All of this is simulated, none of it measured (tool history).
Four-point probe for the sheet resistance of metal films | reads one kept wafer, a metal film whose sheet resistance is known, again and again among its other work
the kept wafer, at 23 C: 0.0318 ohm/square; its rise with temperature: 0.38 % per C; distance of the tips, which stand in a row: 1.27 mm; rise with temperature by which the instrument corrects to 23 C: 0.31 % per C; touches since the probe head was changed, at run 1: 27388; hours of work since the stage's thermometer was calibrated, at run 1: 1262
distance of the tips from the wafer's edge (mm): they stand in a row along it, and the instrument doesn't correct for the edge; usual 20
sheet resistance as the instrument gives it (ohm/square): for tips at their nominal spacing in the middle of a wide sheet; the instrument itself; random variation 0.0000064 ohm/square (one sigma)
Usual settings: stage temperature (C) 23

run     day  stage temperature (C)  distance of the tips from the wafer's edge (mm)  touches since the probe head was changed  hours of work since the stage's thermometer was calibrated  sheet resistance as the instrument gives it (ohm/square)
  1       0                     23                                               20                                     27388                                                        1262                                                  0.031893
  2   0.804                     23                                               20                                     28040                                                        1273                                                  0.031888
  3   2.058                     18                                               20                                     29061                                                        1291                                                  0.031778
  4   2.833                     18                                               20                                     29692                                                        1301                                                  0.031784
  5   3.758                     18                                               20                                     30444                                                        1314                                                  0.031786
  6   4.496                     18                                               20                                     31046                                                        1325                                                  0.031777
  7   5.658                     23                                               53                                     31990                                                        1341                                                   0.03184
  8   6.483                     23                                               53                                     32660                                                        1352                                                  0.031845
  9   7.533                     23                                               53                                     33517                                                        1367                                                  0.031842
 10   8.967                     23                                               53                                     34681                                                        1387                                                  0.031846
 11  10.238                     23                                               53                                     35717                                                        1404                                                   0.03185
 12  11.588                     23                                               20                                     36815                                                        1423                                                  0.031902
 13  12.225                     23                                               20                                     37333                                                        1432                                                  0.031901
 14   13.15                     18                                               20                                     38087                                                        1445                                                  0.031787
 15  14.138                     18                                               20                                     38890                                                        1459                                                  0.031793
 16  15.096                     18                                               25                                     39669                                                        1472                                                  0.031771
 17  15.842                     23                                                7                                     40277                                                        1482                                                  0.032398
 18  16.762                     23                                                7                                     41025                                                        1495                                                    0.0324
 19  17.746                     23                                                7                                     41824                                                        1509                                                  0.032392
 20  18.738                     23                                                7                                     42632                                                        1523                                                  0.032391
 21  19.458                     23                                                7                                     43217                                                        1533                                                  0.032397
     19.546  -- stage's thermometer calibrated
 22    20.8                     23                                                7                                     44292                                                          17                                                  0.032398
 23  21.704                     23                                                7                                     45029                                                          30                                                    0.0324
       22.3  -- stage's thermometer calibrated, once more
 24  22.304                     23                                                8                                     45497                                                           0                                                  0.032296
 25   23.05                     22                                                4                                     46107                                                          10                                                  0.033488
 26  24.033                     28                                                9                                     46904                                                          24                                                   0.03233
 27  25.167                     26                                                5                                     47829                                                          40                                                  0.033009
 28  26.362                     34                                                7                                     48801                                                          57                                                  0.032667
 29  27.362                     20                                               42                                     49614                                                          70                                                  0.031825
 30  28.238                     20                                               42                                     50325                                                          83                                                   0.03183
 31  29.358                     30                                               18                                     51239                                                          98                                                  0.032112
 32   29.95                     30                                               18                                     51719                                                         106                                                  0.032116
 33  30.983                     23                                                5                                     52560                                                         121                                                   0.03296
 34  32.042                     30                                               11                                     53420                                                         136                                                  0.032271
 35  33.304                     32                                                7                                     54448                                                         153                                                  0.032615
 36  34.725                     24                                               59                                     55604                                                         173                                                  0.031918
 37   35.85                     21                                                5                                     56520                                                         189                                                  0.032931
 38  37.075                     24                                                5                                     57514                                                         206                                                  0.032978

Run 39 comes next. What will it give?
 39  37.704                     33                                                8                                     58028                                                         214                                                         ?

{"run 39": {"sheet resistance as the instrument gives it (ohm/square)": 0.032514}}
Without the tool's hidden state the same run would have given sheet resistance as the instrument gives it (ohm/square) 0.032424.
